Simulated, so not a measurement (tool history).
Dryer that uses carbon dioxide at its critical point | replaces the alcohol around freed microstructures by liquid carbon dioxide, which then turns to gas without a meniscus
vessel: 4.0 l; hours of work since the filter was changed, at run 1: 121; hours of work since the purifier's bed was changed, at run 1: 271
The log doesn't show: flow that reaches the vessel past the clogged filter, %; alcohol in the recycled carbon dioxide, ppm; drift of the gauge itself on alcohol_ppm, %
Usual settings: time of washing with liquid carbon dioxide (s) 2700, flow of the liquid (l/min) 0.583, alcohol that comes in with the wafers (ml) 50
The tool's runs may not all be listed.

| run | hour | time of washing with liquid carbon dioxide (s) | flow of the liquid (l/min) | alcohol that comes in with the wafers (ml) | hours of work since the filter was changed | hours of work since the purifier's bed was changed | alcohol left in the vessel before it's heated (ppm by volume) |
|---|---|---|---|---|---|---|---|
| 1 | 0.0 | 2700 | 0.583 | 50 | 121 | 271 | 261 |
| 2 | 19.1 | 2700 | 0.932 | 50 | 129 | 279 | 121 |
| 3 | 35.4 | 2700 | 0.932 | 50 | 136 | 286 | 134 |
| 4 | 52.6 | 2700 | 0.932 | 50 | 144 | 293 | 123 |
| 5 | 70.0 | 2700 | 0.932 | 50 | 151 | 301 | 126 |
| 6 | 93.8 | 2700 | 0.932 | 50 | 161 | 311 | 129 |
| 7 | 114.2 | 2700 | 0.632 | 50 | 170 | 319 | 242 |
| 8 | 136.0 | 2820 | 0.671 | 67 | 179 | 329 | 214 |
| 9 | 160.8 | 3180 | 0.723 | 109 | 190 | 339 | 187 |
| 10 | 177.9 | 3480 | 0.368 | 112 | 197 | 347 | 1096 |
| 11 | 203.5 | 1920 | 0.407 | 112 | 208 | 358 | 3664 |
| 12 | 214.7 | 1920 | 0.407 | 112 | 213 | 362 | 3626 |
| 13 | 227.3 | 3360 | 0.418 | 74 | 218 | 368 | 596 |
| 14 | 243.2 | 2700 | 0.905 | 22 | 225 | 374 | 158 |

Forecast each of these 5 alternatives for the next run:
| A | 260.9 | 1920 | 0.654 | 103 | 233 | 382 | ? |
| B | 260.9 | 2700 | 0.632 | 103 | 233 | 382 | ? |
| C | 260.9 | 3180 | 0.541 | 22 | 233 | 382 | ? |
| D | 260.9 | 2820 | 0.808 | 50 | 233 | 382 | ? |
| E | 260.9 | 2340 | 0.567 | 30 | 233 | 382 | ? |

| run | alcohol left in the vessel before it's heated (ppm by volume) |
|---|---|
| A | 983 |
| B | 409 |
| C | 212 |
| D | 191 |
| E | 367 |
Without the tool's hidden state the same runs would have given:
| run | alcohol left in the vessel before it's heated (ppm by volume) |
|---|---|
| A | 612 |
| B | 168 |
| C | 38 |
| D | 23 |
| E | 154 |
